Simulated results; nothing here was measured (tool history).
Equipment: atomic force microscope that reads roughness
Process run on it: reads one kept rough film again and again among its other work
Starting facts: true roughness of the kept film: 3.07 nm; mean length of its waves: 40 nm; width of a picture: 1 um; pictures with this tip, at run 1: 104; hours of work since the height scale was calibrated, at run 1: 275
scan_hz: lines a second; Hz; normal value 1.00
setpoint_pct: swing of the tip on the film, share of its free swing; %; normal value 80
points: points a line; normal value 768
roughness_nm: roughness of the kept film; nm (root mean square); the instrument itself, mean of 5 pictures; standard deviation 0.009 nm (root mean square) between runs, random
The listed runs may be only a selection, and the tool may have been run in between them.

| run | hour | scan_hz | setpoint_pct | points | pictures with this tip | hours of work since the height scale was calibrated | roughness_nm |
|---|---|---|---|---|---|---|---|
| 1 | 0.0 | 1.00 | 80 | 768 | 104 | 275 | 2.625 |
| 2 | 28.6 | 1.00 | 80 | 768 | 142 | 289 | 2.597 |
| 3 | 78.6 | 1.00 | 63 | 768 | 210 | 313 | 2.738 |
| 4 | 128.1 | 0.68 | 80 | 768 | 277 | 337 | 2.643 |
|  | 145.2 | new tip fitted |
| 5 | 155.2 | 0.68 | 80 | 768 | 13 | 350 | 2.726 |
| 6 | 216.5 | 1.00 | 80 | 768 | 96 | 379 | 2.613 |
| 7 | 257.3 | 1.00 | 80 | 768 | 151 | 399 | 2.572 |
| 8 | 301.2 | 1.00 | 80 | 768 | 210 | 420 | 2.554 |
| 9 | 327.3 | 1.00 | 80 | 768 | 245 | 433 | 2.554 |
|  | 368.0 | new tip fitted |
| 10 | 382.3 | 1.00 | 80 | 768 | 20 | 459 | 2.623 |
| 11 | 429.6 | 1.00 | 80 | 768 | 83 | 482 | 2.617 |
| 12 | 485.5 | 1.00 | 80 | 768 | 159 | 509 | 2.577 |
| 13 | 530.5 | 1.00 | 80 | 768 | 219 | 530 | 2.548 |
| 14 | 577.2 | 1.00 | 80 | 408 | 282 | 553 | 2.522 |
|  | 589.3 | new tip fitted |
| 15 | 638.3 | 1.00 | 80 | 408 | 66 | 582 | 2.596 |
| 16 | 688.9 | 1.00 | 80 | 629 | 134 | 606 | 2.586 |
| 17 | 737.4 | 1.00 | 55 | 768 | 199 | 630 | 2.771 |
| 18 | 773.2 | 1.00 | 86 | 768 | 248 | 647 | 2.448 |
|  | 813.7 | new tip fitted |
| 19 | 813.7 | 1.00 | 80 | 768 | 0 | 666 | 2.649 |
| 20 | 857.8 | 1.11 | 80 | 768 | 59 | 687 | 2.588 |
| 21 | 895.2 | 1.11 | 80 | 768 | 109 | 705 | 2.565 |
| 22 | 933.6 | 0.51 | 80 | 768 | 161 | 724 | 2.701 |
| 23 | 971.8 | 0.51 | 80 | 768 | 213 | 742 | 2.664 |
| 24 | 1022.5 | 0.51 | 80 | 768 | 281 | 767 | 2.635 |
|  | 1038.1 | new tip fitted |
| 25 | 1057.1 | 1.45 | 75 | 411 | 26 | 783 | 2.606 |
| 26 | 1085.0 | 1.45 | 75 | 411 | 63 | 797 | 2.576 |
|  | 1090.6 | height scale calibrated on a step standard |
| 27 | 1118.5 | 1.02 | 81 | 768 | 107 | 13 | 2.540 |
| 28 | 1175.0 | 2.85 | 65 | 275 | 183 | 41 | 2.488 |
| 29 | 1213.8 | 2.85 | 65 | 275 | 236 | 59 | 2.463 |
|  | 1261.5 | new tip fitted |
| 30 | 1267.2 | 0.53 | 61 | 514 | 8 | 85 | 2.837 |
| 31 | 1308.5 | 0.55 | 88 | 978 | 64 | 105 | 2.635 |
|  | 1317.4 | height scale calibrated on a step standard, once more |
| 32 | 1350.5 | 0.55 | 88 | 978 | 119 | 16 | 2.647 |
| 33 | 1387.1 | 3.53 | 57 | 913 | 168 | 34 | 2.607 |
| 34 | 1429.8 | 3.07 | 69 | 494 | 226 | 54 | 2.395 |
|  | 1485.3 | new tip fitted |
| 35 | 1490.1 | 1.00 | 59 | 668 | 6 | 83 | 2.844 |
| 36 | 1542.8 | 2.03 | 75 | 790 | 77 | 108 | 2.488 |
| 37 | 1571.9 | 3.82 | 75 | 687 | 117 | 122 | 2.183 |
| 38 | 1605.9 | 0.64 | 82 | 671 | 162 | 139 | 2.658 |
| 39 | 1644.3 | 3.99 | 69 | 275 | 214 | 157 | 2.283 |
| 40 | 1686.4 | 3.99 | 64 | 275 | 271 | 177 | 2.372 |
|  | 1707.6 | new tip fitted |
| 41 | 1730.0 | 3.99 | 64 | 275 | 30 | 198 | 2.468 |
| 42 | 1790.8 | 3.99 | 64 | 275 | 112 | 227 | 2.449 |
| 43 | 1846.7 | 3.99 | 61 | 275 | 187 | 254 | 2.467 |
| 44 | 1907.8 | 1.53 | 80 | 416 | 269 | 284 | 2.409 |
|  | 1931.2 | new tip fitted |
| 45 | 1943.6 | 1.53 | 80 | 416 | 17 | 301 | 2.533 |
| 46 | 1980.7 | 1.96 | 60 | 416 | 67 | 319 | 2.712 |
| 47 | 2006.8 | 0.64 | 79 | 309 | 102 | 331 | 2.702 |
| 48 | 2058.3 | 0.64 | 79 | 309 | 171 | 356 | 2.658 |

Subtracting, for every run, the result it would have given without the tool's unlogged condition from the measured result gives the following. The same run-to-run variation enters both numbers; the gauge's scatter may not:
The hidden state here: radius of the tip, nm; height scale over the true one, %; drift of the gauge itself on roughness_nm, %.
| run | roughness_nm |
|---|---|
| 1 | -0.054 |
| 2 | -0.071 |
| 3 | -0.106 |
| 4 | -0.136 |
| 5 | -0.022 |
| 6 | -0.060 |
| 7 | -0.084 |
| 8 | -0.109 |
| 9 | -0.125 |
| 10 | -0.028 |
| 11 | -0.054 |
| 12 | -0.091 |
| 13 | -0.117 |
| 14 | -0.141 |
| 15 | -0.048 |
| 16 | -0.079 |
| 17 | -0.114 |
| 18 | -0.121 |
| 19 | -0.028 |
| 20 | -0.055 |
| 21 | -0.078 |
| 22 | -0.104 |
| 23 | -0.127 |
| 24 | -0.159 |
| 25 | -0.045 |
| 26 | -0.058 |
| 27 | -0.086 |
| 28 | -0.115 |
| 29 | -0.138 |
| 30 | -0.054 |
| 31 | -0.076 |
| 32 | -0.061 |
| 33 | -0.082 |
| 34 | -0.100 |
| 35 | -0.010 |
| 36 | -0.037 |
| 37 | -0.047 |
| 38 | -0.080 |
| 39 | -0.088 |
| 40 | -0.114 |
| 41 | -0.020 |
| 42 | -0.053 |
| 43 | -0.087 |
| 44 | -0.118 |
| 45 | -0.019 |
| 46 | -0.046 |
| 47 | -0.063 |
| 48 | -0.093 |
